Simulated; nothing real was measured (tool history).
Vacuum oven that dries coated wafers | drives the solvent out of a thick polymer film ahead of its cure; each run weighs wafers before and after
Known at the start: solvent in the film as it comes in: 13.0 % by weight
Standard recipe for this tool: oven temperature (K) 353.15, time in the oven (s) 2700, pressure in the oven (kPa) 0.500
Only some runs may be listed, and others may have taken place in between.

{"run": 1, "day": 0.0, "oven temperature (K)": 353.15, "time in the oven (s)": 2700, "pressure in the oven (kPa)": 0.5, "solvent left in the film (%)": 2.65}
{"run": 2, "day": 2.104, "oven temperature (K)": 353.15, "time in the oven (s)": 2340, "pressure in the oven (kPa)": 0.5, "solvent left in the film (%)": 3.29}
{"run": 3, "day": 4.788, "oven temperature (K)": 353.15, "time in the oven (s)": 2340, "pressure in the oven (kPa)": 0.5, "solvent left in the film (%)": 3.27}
{"run": 4, "day": 7.046, "oven temperature (K)": 353.15, "time in the oven (s)": 2340, "pressure in the oven (kPa)": 0.5, "solvent left in the film (%)": 3.29}
{"run": 5, "day": 9.842, "oven temperature (K)": 349.15, "time in the oven (s)": 2700, "pressure in the oven (kPa)": 0.5, "solvent left in the film (%)": 3.74}
{"run": 6, "day": 12.083, "oven temperature (K)": 349.15, "time in the oven (s)": 2700, "pressure in the oven (kPa)": 0.5, "solvent left in the film (%)": 3.75}
{"run": 7, "day": 14.575, "oven temperature (K)": 349.15, "time in the oven (s)": 2700, "pressure in the oven (kPa)": 0.5, "solvent left in the film (%)": 3.73}
{"run": 8, "day": 17.258, "oven temperature (K)": 353.15, "time in the oven (s)": 2700, "pressure in the oven (kPa)": 0.5, "solvent left in the film (%)": 2.91}
{"run": 9, "day": 21.388, "oven temperature (K)": 353.15, "time in the oven (s)": 2700, "pressure in the oven (kPa)": 0.5, "solvent left in the film (%)": 2.89}
{"run": 10, "day": 26.454, "oven temperature (K)": 353.15, "time in the oven (s)": 2700, "pressure in the oven (kPa)": 0.25, "solvent left in the film (%)": 2.8}
{"run": 11, "day": 28.871, "oven temperature (K)": 353.15, "time in the oven (s)": 2700, "pressure in the oven (kPa)": 0.25, "solvent left in the film (%)": 2.86}
{"run": 12, "day": 33.792, "oven temperature (K)": 353.15, "time in the oven (s)": 2700, "pressure in the oven (kPa)": 0.334, "solvent left in the film (%)": 2.91}
{"run": 13, "day": 38.383, "oven temperature (K)": 353.15, "time in the oven (s)": 2700, "pressure in the oven (kPa)": 0.334, "solvent left in the film (%)": 2.99}
{"run": 14, "day": 42.025, "oven temperature (K)": 353.15, "time in the oven (s)": 2700, "pressure in the oven (kPa)": 0.334, "solvent left in the film (%)": 2.94}
{"run": 15, "day": 46.975, "oven temperature (K)": 353.15, "time in the oven (s)": 2700, "pressure in the oven (kPa)": 0.334, "solvent left in the film (%)": 2.91}
{"run": 16, "day": 51.846, "oven temperature (K)": 353.15, "time in the oven (s)": 2700, "pressure in the oven (kPa)": 0.5, "solvent left in the film (%)": 3.02}
{"day": 52.229, "done": "oven's thermocouples calibrated"}
{"run": 17, "day": 54.617, "oven temperature (K)": 353.15, "time in the oven (s)": 2700, "pressure in the oven (kPa)": 0.5, "solvent left in the film (%)": 3.14}
{"run": 18, "day": 59.2, "oven temperature (K)": 353.15, "time in the oven (s)": 2700, "pressure in the oven (kPa)": 0.5, "solvent left in the film (%)": 3.21}
{"day": 61.533, "done": "oven's thermocouples calibrated, once more"}
{"run": 19, "day": 61.679, "oven temperature (K)": 353.15, "time in the oven (s)": 2700, "pressure in the oven (kPa)": 0.5, "solvent left in the film (%)": 2.78}
{"run": 20, "day": 64.654, "oven temperature (K)": 353.15, "time in the oven (s)": 2700, "pressure in the oven (kPa)": 0.5, "solvent left in the film (%)": 2.86}
{"run": 21, "day": 69.2, "oven temperature (K)": 353.15, "time in the oven (s)": 2700, "pressure in the oven (kPa)": 0.5, "solvent left in the film (%)": 2.91}
{"run": 22, "day": 72.008, "oven temperature (K)": 353.15, "time in the oven (s)": 2700, "pressure in the oven (kPa)": 0.5, "solvent left in the film (%)": 2.85}
{"run": 23, "day": 74.571, "oven temperature (K)": 353.15, "time in the oven (s)": 2700, "pressure in the oven (kPa)": 0.5, "solvent left in the film (%)": 2.87}
{"run": 24, "day": 79.679, "oven temperature (K)": 355.15, "time in the oven (s)": 2040, "pressure in the oven (kPa)": 0.453, "solvent left in the film (%)": 3.45}
{"run": 25, "day": 84.8, "oven temperature (K)": 355.15, "time in the oven (s)": 2040, "pressure in the oven (kPa)": 0.453, "solvent left in the film (%)": 3.54}
{"run": 26, "day": 89.238, "oven temperature (K)": 345.15, "time in the oven (s)": 2700, "pressure in the oven (kPa)": 0.269, "solvent left in the film (%)": 4.57}
{"run": 27, "day": 91.658, "oven temperature (K)": 345.15, "time in the oven (s)": 2700, "pressure in the oven (kPa)": 0.269, "solvent left in the film (%)": 4.55}
{"run": 28, "day": 96.358, "oven temperature (K)": 366.15, "time in the oven (s)": 2700, "pressure in the oven (kPa)": 0.356, "solvent left in the film (%)": 1.03}
{"run": 29, "day": 99.783, "oven temperature (K)": 353.15, "time in the oven (s)": 2040, "pressure in the oven (kPa)": 0.502, "solvent left in the film (%)": 4.11}
{"run": 30, "day": 102.512, "oven temperature (K)": 353.15, "time in the oven (s)": 2040, "pressure in the oven (kPa)": 0.731, "solvent left in the film (%)": 4.15}
{"run": 31, "day": 106.396, "oven temperature (K)": 346.15, "time in the oven (s)": 3720, "pressure in the oven (kPa)": 0.731, "solvent left in the film (%)": 3.64}
{"run": 32, "day": 110.038, "oven temperature (K)": 351.15, "time in the oven (s)": 2580, "pressure in the oven (kPa)": 0.888, "solvent left in the film (%)": 3.86}
{"run": 33, "day": 114.833, "oven temperature (K)": 349.15, "time in the oven (s)": 4260, "pressure in the oven (kPa)": 0.314, "solvent left in the film (%)": 2.42}
{"run": 34, "day": 118.325, "oven temperature (K)": 349.15, "time in the oven (s)": 1860, "pressure in the oven (kPa)": 0.314, "solvent left in the film (%)": 5.19}
{"day": 122.317, "done": "oven's thermocouples calibrated"}
{"run": 35, "day": 122.838, "oven temperature (K)": 349.15, "time in the oven (s)": 1860, "pressure in the oven (kPa)": 0.314, "solvent left in the film (%)": 4.9}
{"run": 36, "day": 127.312, "oven temperature (K)": 349.15, "time in the oven (s)": 1860, "pressure in the oven (kPa)": 0.314, "solvent left in the film (%)": 4.96}
{"run": 37, "day": 130.633, "oven temperature (K)": 349.15, "time in the oven (s)": 1860, "pressure in the oven (kPa)": 0.314, "solvent left in the film (%)": 4.84}
{"run": 38, "day": 135.696, "oven temperature (K)": 340.15, "time in the oven (s)": 2040, "pressure in the oven (kPa)": 0.387, "solvent left in the film (%)": 6.54}
{"run": 39, "day": 140.338, "oven temperature (K)": 340.15, "time in the oven (s)": 2040, "pressure in the oven (kPa)": 0.387, "solvent left in the film (%)": 6.57}
{"run": 40, "day": 144.992, "oven temperature (K)": 349.15, "time in the oven (s)": 2040, "pressure in the oven (kPa)": 1.47, "solvent left in the film (%)": 5.16}
{"run": 41, "day": 148.317, "oven temperature (K)": 358.15, "time in the oven (s)": 2040, "pressure in the oven (kPa)": 0.882, "solvent left in the film (%)": 3.01}
{"day": 152.717, "done": "vacuum gauge cleaned of residue and calibrated"}
{"run": 42, "day": 153.329, "oven temperature (K)": 351.15, "time in the oven (s)": 3000, "pressure in the oven (kPa)": 0.451, "solvent left in the film (%)": 2.56}
{"run": 43, "day": 158.396, "oven temperature (K)": 351.15, "time in the oven (s)": 3000, "pressure in the oven (kPa)": 0.451, "solvent left in the film (%)": 2.51}
{"run": 44, "day": 163.283, "oven temperature (K)": 343.15, "time in the oven (s)": 3000, "pressure in the oven (kPa)": 0.648, "solvent left in the film (%)": 4.3}
{"run": 45, "day": 167.7, "oven temperature (K)": 343.15, "time in the oven (s)": 1980, "pressure in the oven (kPa)": 0.254, "solvent left in the film (%)": 5.61}
{"run": 46, "day": 171.879, "oven temperature (K)": 351.15, "time in the oven (s)": 3420, "pressure in the oven (kPa)": 0.254, "solvent left in the film (%)": 2.06}

Forecast each of these 5 alternatives for the next run:
{"run": "A", "day": 176.742, "oven temperature (K)": 353.15, "time in the oven (s)": 1980, "pressure in the oven (kPa)": 1.128, "solvent left in the film (%)": "?"}
{"run": "B", "day": 176.742, "oven temperature (K)": 350.15, "time in the oven (s)": 2160, "pressure in the oven (kPa)": 0.261, "solvent left in the film (%)": "?"}
{"run": "C", "day": 176.742, "oven temperature (K)": 353.15, "time in the oven (s)": 2700, "pressure in the oven (kPa)": 0.272, "solvent left in the film (%)": "?"}
{"run": "D", "day": 176.742, "oven temperature (K)": 351.15, "time in the oven (s)": 3420, "pressure in the oven (kPa)": 0.32, "solvent left in the film (%)": "?"}
{"run": "E", "day": 176.742, "oven temperature (K)": 351.15, "time in the oven (s)": 2580, "pressure in the oven (kPa)": 0.254, "solvent left in the film (%)": "?"}

run=A solvent_left_in_the_film_(%)=4.01
run=B solvent_left_in_the_film_(%)=4.02
run=C solvent_left_in_the_film_(%)=2.57
run=D solvent_left_in_the_film_(%)=2.20
run=E solvent_left_in_the_film_(%)=3.05
What these runs would have given with no unlogged condition in the tool:
run=A solvent_left_in_the_film_(%)=3.83
run=B solvent_left_in_the_film_(%)=3.84
run=C solvent_left_in_the_film_(%)=2.41
run=D solvent_left_in_the_film_(%)=2.04
run=E solvent_left_in_the_film_(%)=2.87

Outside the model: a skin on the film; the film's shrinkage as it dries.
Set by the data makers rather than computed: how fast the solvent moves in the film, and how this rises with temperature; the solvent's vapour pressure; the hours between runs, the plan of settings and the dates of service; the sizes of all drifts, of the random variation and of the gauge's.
